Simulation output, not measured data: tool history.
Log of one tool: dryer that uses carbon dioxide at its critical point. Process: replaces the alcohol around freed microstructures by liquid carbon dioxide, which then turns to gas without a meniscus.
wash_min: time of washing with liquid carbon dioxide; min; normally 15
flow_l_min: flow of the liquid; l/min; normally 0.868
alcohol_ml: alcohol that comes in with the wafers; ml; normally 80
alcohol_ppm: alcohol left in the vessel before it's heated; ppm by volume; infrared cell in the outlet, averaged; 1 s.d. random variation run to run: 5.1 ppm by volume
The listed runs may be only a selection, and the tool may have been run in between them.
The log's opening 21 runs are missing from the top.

{"run": 22, "hour": 398.2, "wash_min": 15, "flow_l_min": 0.868, "alcohol_ml": 80, "alcohol_ppm": 283}
{"run": 23, "hour": 412.2, "wash_min": 15, "flow_l_min": 0.868, "alcohol_ml": 80, "alcohol_ppm": 293}
{"run": 24, "hour": 435.7, "wash_min": 15, "flow_l_min": 0.868, "alcohol_ml": 80, "alcohol_ppm": 288}
{"run": 25, "hour": 450.0, "wash_min": 15, "flow_l_min": 0.7, "alcohol_ml": 80, "alcohol_ppm": 652}
{"hour": 472.4, "done": "inlet filter changed"}
{"run": 26, "hour": 477.7, "wash_min": 12, "flow_l_min": 0.7, "alcohol_ml": 80, "alcohol_ppm": 783}
{"run": 27, "hour": 498.9, "wash_min": 13, "flow_l_min": 0.7, "alcohol_ml": 30, "alcohol_ppm": 333}
{"run": 28, "hour": 527.0, "wash_min": 15, "flow_l_min": 1.179, "alcohol_ml": 34, "alcohol_ppm": 152}
{"run": 29, "hour": 550.2, "wash_min": 15, "flow_l_min": 1.179, "alcohol_ml": 34, "alcohol_ppm": 149}
{"run": 30, "hour": 571.3, "wash_min": 14, "flow_l_min": 1.109, "alcohol_ml": 80, "alcohol_ppm": 164}
{"run": 31, "hour": 588.8, "wash_min": 14, "flow_l_min": 1.109, "alcohol_ml": 80, "alcohol_ppm": 168}
{"run": 32, "hour": 614.1, "wash_min": 10, "flow_l_min": 1.109, "alcohol_ml": 61, "alcohol_ppm": 276}
{"run": 33, "hour": 632.6, "wash_min": 14, "flow_l_min": 1.109, "alcohol_ml": 61, "alcohol_ppm": 158}
{"run": 34, "hour": 645.4, "wash_min": 14, "flow_l_min": 1.435, "alcohol_ml": 109, "alcohol_ppm": 153}
{"run": 35, "hour": 659.0, "wash_min": 14, "flow_l_min": 1.435, "alcohol_ml": 109, "alcohol_ppm": 160}
{"run": 36, "hour": 683.8, "wash_min": 14, "flow_l_min": 1.435, "alcohol_ml": 109, "alcohol_ppm": 166}
{"run": 37, "hour": 702.4, "wash_min": 14, "flow_l_min": 1.435, "alcohol_ml": 109, "alcohol_ppm": 169}
{"run": 38, "hour": 723.7, "wash_min": 22, "flow_l_min": 1.021, "alcohol_ml": 23, "alcohol_ppm": 166}
{"run": 39, "hour": 752.7, "wash_min": 22, "flow_l_min": 1.021, "alcohol_ml": 23, "alcohol_ppm": 166}
{"run": 40, "hour": 781.4, "wash_min": 15, "flow_l_min": 0.744, "alcohol_ml": 38, "alcohol_ppm": 275}
{"run": 41, "hour": 799.5, "wash_min": 15, "flow_l_min": 0.868, "alcohol_ml": 53, "alcohol_ppm": 239}
{"run": 42, "hour": 812.8, "wash_min": 21, "flow_l_min": 1.376, "alcohol_ml": 81, "alcohol_ppm": 162}
{"run": 43, "hour": 839.0, "wash_min": 21, "flow_l_min": 1.376, "alcohol_ml": 81, "alcohol_ppm": 171}
{"run": 44, "hour": 865.5, "wash_min": 13, "flow_l_min": 0.562, "alcohol_ml": 24, "alcohol_ppm": 607}
{"run": 45, "hour": 894.1, "wash_min": 15, "flow_l_min": 1.288, "alcohol_ml": 80, "alcohol_ppm": 180}
{"run": 46, "hour": 912.3, "wash_min": 15, "flow_l_min": 0.868, "alcohol_ml": 42, "alcohol_ppm": 231}

Branching from run 46: 5 alternative next runs. What would each branch give?
{"run": "A", "hour": 927.3, "wash_min": 11, "flow_l_min": 0.548, "alcohol_ml": 46, "alcohol_ppm": "?"}
{"run": "B", "hour": 927.3, "wash_min": 16, "flow_l_min": 1.387, "alcohol_ml": 29, "alcohol_ppm": "?"}
{"run": "C", "hour": 927.3, "wash_min": 18, "flow_l_min": 0.868, "alcohol_ml": 80, "alcohol_ppm": "?"}
{"run": "D", "hour": 927.3, "wash_min": 14, "flow_l_min": 0.882, "alcohol_ml": 42, "alcohol_ppm": "?"}
{"run": "E", "hour": 927.3, "wash_min": 15, "flow_l_min": 0.722, "alcohol_ml": 42, "alcohol_ppm": "?"}

run=A alcohol_ppm=1798
run=B alcohol_ppm=181
run=C alcohol_ppm=212
run=D alcohol_ppm=261
run=E alcohol_ppm=338
What these runs would have given with no unlogged condition in the tool:
run=A alcohol_ppm=1300
run=B alcohol_ppm=3
run=C alcohol_ppm=21
run=D alcohol_ppm=59
run=E alcohol_ppm=112
